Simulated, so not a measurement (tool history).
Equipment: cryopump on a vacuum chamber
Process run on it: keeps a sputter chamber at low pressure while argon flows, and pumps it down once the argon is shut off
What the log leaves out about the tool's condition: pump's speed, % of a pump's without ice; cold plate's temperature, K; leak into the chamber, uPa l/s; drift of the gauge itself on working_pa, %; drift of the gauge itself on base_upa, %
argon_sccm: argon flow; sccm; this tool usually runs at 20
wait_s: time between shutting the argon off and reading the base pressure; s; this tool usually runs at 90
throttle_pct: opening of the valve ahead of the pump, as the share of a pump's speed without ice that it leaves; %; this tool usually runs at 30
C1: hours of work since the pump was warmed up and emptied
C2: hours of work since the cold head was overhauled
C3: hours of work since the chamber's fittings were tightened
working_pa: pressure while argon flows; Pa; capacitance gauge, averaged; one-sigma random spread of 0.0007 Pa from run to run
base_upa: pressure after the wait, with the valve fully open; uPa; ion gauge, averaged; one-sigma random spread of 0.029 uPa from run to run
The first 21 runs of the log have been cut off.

Run 22, hour 273.9: usual settings but argon_sccm 10 sccm, wait_s 27 s, throttle_pct 46 %; C1 219; C2 219; C3 925. Result: working_pa 0.0408 Pa, base_upa 5.73 uPa.
Run 23, hour 284.5: usual settings but argon_sccm 27 sccm, wait_s 138 s, throttle_pct 55 %; C1 224; C2 224; C3 929. Result: working_pa 0.0937 Pa, base_upa 2.77 uPa.
Run 24, hour 300.7: usual settings but argon_sccm 27 sccm, wait_s 138 s, throttle_pct 27 %; C1 231; C2 231; C3 936. Result: working_pa 0.1857 Pa, base_upa 2.87 uPa.
Run 25, hour 315.5: usual settings but argon_sccm 27 sccm, wait_s 138 s, throttle_pct 27 %; C1 237; C2 237; C3 943. Result: working_pa 0.1876 Pa, base_upa 2.82 uPa.
Run 26, hour 328.3: usual settings but argon_sccm 18 sccm; C1 243; C2 243; C3 948. Result: working_pa 0.1123 Pa, base_upa 3.26 uPa.
Run 27, hour 341.4: usual settings but argon_sccm 10 sccm, throttle_pct 22 %; C1 248; C2 248; C3 954. Result: working_pa 0.0844 Pa, base_upa 3.24 uPa.
Run 28, hour 354.6: usual settings but argon_sccm 37 sccm, wait_s 35 s, throttle_pct 52 %; C1 254; C2 254; C3 960. Result: working_pa 0.1377 Pa, base_upa 5.01 uPa.
Run 29, hour 361.7: usual settings but argon_sccm 37 sccm, wait_s 75 s, throttle_pct 52 %; C1 257; C2 257; C3 963. Result: working_pa 0.1378 Pa, base_upa 3.41 uPa.
Run 30, hour 377.3: usual settings but argon_sccm 37 sccm, wait_s 37 s, throttle_pct 24 %; C1 264; C2 264; C3 969. Result: working_pa 0.2904 Pa, base_upa 4.8 uPa.
Run 31, hour 394.9: usual settings but argon_sccm 37 sccm, wait_s 37 s, throttle_pct 24 %; C1 271; C2 271; C3 977. Result: working_pa 0.2869 Pa, base_upa 4.78 uPa.
Run 32, hour 406.5: usual settings but argon_sccm 37 sccm, wait_s 37 s, throttle_pct 24 %; C1 276; C2 276; C3 982. Result: working_pa 0.29 Pa, base_upa 4.85 uPa.
Run 33, hour 414.5: usual settings but argon_sccm 37 sccm, wait_s 37 s, throttle_pct 24 %; C1 280; C2 280; C3 986. Result: working_pa 0.2879 Pa, base_upa 4.86 uPa.

5 options for the next run, each taken on its own from the tool as it stands now. Forecast them:
Run A, hour 428.5: usual settings but argon_sccm 38 sccm, wait_s 137 s; C1 286; C2 286; C3 992. Result: working_pa ?, base_upa ?.
Run B, hour 428.5: usual settings but argon_sccm 38 sccm, wait_s 122 s; C1 286; C2 286; C3 992. Result: working_pa ?, base_upa ?.
Run C, hour 428.5: usual settings but wait_s 184 s, throttle_pct 27 %; C1 286; C2 286; C3 992. Result: working_pa ?, base_upa ?.
Run D, hour 428.5: usual settings but argon_sccm 9 sccm, wait_s 85 s, throttle_pct 32 %; C1 286; C2 286; C3 992. Result: working_pa ?, base_upa ?.
Run E, hour 428.5: usual settings but argon_sccm 14 sccm, wait_s 100 s, throttle_pct 44 %; C1 286; C2 286; C3 992. Result: working_pa ?, base_upa ?.

run  working_pa  base_upa
  A      0.2382      2.98
  B      0.2394      2.97
  C      0.1384       2.7
  D      0.0536      3.51
  E      0.0617      3.25
Had the tool no hidden state, the same runs would have come out as:
run  working_pa  base_upa
  A      0.2294      1.07
  B      0.2306       1.1
  C      0.1337      0.85
  D      0.0515      1.54
  E      0.0585      1.35
